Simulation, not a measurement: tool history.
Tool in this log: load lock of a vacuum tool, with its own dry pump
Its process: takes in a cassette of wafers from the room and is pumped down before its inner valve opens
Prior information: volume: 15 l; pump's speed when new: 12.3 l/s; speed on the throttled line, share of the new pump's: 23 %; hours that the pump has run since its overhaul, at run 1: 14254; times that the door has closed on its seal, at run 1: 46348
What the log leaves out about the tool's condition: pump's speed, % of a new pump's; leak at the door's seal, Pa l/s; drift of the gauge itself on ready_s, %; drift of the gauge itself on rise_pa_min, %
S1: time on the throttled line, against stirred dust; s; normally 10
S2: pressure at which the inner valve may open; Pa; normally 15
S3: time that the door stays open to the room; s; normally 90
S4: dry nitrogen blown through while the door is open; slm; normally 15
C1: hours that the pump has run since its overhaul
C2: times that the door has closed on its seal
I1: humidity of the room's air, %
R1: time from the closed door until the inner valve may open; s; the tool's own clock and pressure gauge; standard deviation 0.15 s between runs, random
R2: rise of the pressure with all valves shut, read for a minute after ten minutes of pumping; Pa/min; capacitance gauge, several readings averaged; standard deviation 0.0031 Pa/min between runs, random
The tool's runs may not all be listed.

Run 1, hour 0.0: usual settings; C1 14254; C2 46348; I1 47.7. Result: R1 18.5 s, R2 0.066 Pa/min.
Run 2, hour 617.8: usual settings; C1 14872; C2 47612; I1 46.1. Result: R1 18.5 s, R2 0.060 Pa/min.
Run 3, hour 892.6: usual settings but S4 24 slm; C1 15147; C2 48174; I1 42.6. Result: R1 18.6 s, R2 0.052 Pa/min.
Run 4, hour 1321.7: usual settings but S4 24 slm; C1 15576; C2 49052; I1 48.2. Result: R1 18.4 s, R2 0.051 Pa/min.
Run 5, hour 1817.8: usual settings but S2 26 Pa; C1 16072; C2 50067; I1 47.7. Result: R1 18.0 s, R2 0.061 Pa/min.
At hour 2148.0: dry pump taken out, an overhauled one fitted.
Run 6, hour 2280.4: usual settings but S2 26 Pa; C1 132; C2 51001; I1 42.0. Result: R1 17.8 s, R2 0.054 Pa/min.
Run 7, hour 2724.3: usual settings but S2 26 Pa; C1 576; C2 51909; I1 42.3. Result: R1 17.8 s, R2 0.060 Pa/min.
Run 8, hour 3025.3: usual settings but S2 26 Pa; C1 877; C2 52525; I1 43.6. Result: R1 17.8 s, R2 0.059 Pa/min.
Run 9, hour 3412.6: usual settings; C1 1265; C2 53317; I1 44.8. Result: R1 18.6 s, R2 0.059 Pa/min.
Run 10, hour 3924.7: usual settings; C1 1777; C2 54365; I1 42.0. Result: R1 18.6 s, R2 0.061 Pa/min.
Run 11, hour 4387.1: usual settings but S2 11 Pa, S4 37 slm; C1 2239; C2 55311; I1 43.5. Result: R1 18.9 s, R2 0.039 Pa/min.
Run 12, hour 4955.2: usual settings but S2 11 Pa, S4 37 slm; C1 2807; C2 56473; I1 44.1. Result: R1 19.1 s, R2 0.040 Pa/min.
Run 13, hour 5524.6: usual settings but S1 14 s, S2 11 Pa, S3 188 s, S4 37 slm; C1 3377; C2 57638; I1 46.8. Result: R1 22.1 s, R2 0.060 Pa/min.
Run 14, hour 5804.8: usual settings but S1 20 s, S2 12 Pa, S3 118 s, S4 6 slm; C1 3657; C2 58211; I1 46.0. Result: R1 26.8 s, R2 0.091 Pa/min.
Run 15, hour 6180.0: usual settings but S1 5 s, S2 27 Pa, S3 48 s, S4 8 slm; C1 4032; C2 58979; I1 46.2. Result: R1 13.9 s, R2 0.052 Pa/min.
Run 16, hour 6613.3: usual settings but S2 25 Pa, S3 118 s; C1 4465; C2 59865; I1 45.2. Result: R1 18.0 s, R2 0.071 Pa/min.
Run 17, hour 7253.4: usual settings but S1 6 s, S2 22 Pa, S3 37 s, S4 9 slm; C1 5105; C2 61175; I1 47.7. Result: R1 14.9 s, R2 0.045 Pa/min.
Run 18, hour 7552.3: usual settings but S1 6 s, S2 22 Pa, S3 37 s, S4 9 slm; C1 5404; C2 61786; I1 47.1. Result: R1 14.8 s, R2 0.049 Pa/min.
Run 19, hour 7990.4: usual settings but S1 8 s, S4 5 slm; C1 5842; C2 62683; I1 45.7. Result: R1 17.0 s, R2 0.085 Pa/min.

Below are 3 alternative next runs, each starting from the tool's condition after run 19. Predict each:
Run A, hour 8439.1: usual settings but S3 51 s; C1 6291; C2 63601; I1 41.5. Result: R1 ?, R2 ?.
Run B, hour 8439.1: usual settings but S3 25 s, S4 13 slm; C1 6291; C2 63601; I1 42.0. Result: R1 ?, R2 ?.
Run C, hour 8439.1: usual settings but S1 20 s, S3 40 s, S4 23 slm; C1 6291; C2 63601; I1 45.5. Result: R1 ?, R2 ?.

run    R1     R2
  A  18.7  0.044
  B  18.4  0.032
  C  26.3  0.035
Had the tool no hidden state, the same runs would have come out as:
run    R1     R2
  A  18.7  0.042
  B  18.4  0.030
  C  26.3  0.033

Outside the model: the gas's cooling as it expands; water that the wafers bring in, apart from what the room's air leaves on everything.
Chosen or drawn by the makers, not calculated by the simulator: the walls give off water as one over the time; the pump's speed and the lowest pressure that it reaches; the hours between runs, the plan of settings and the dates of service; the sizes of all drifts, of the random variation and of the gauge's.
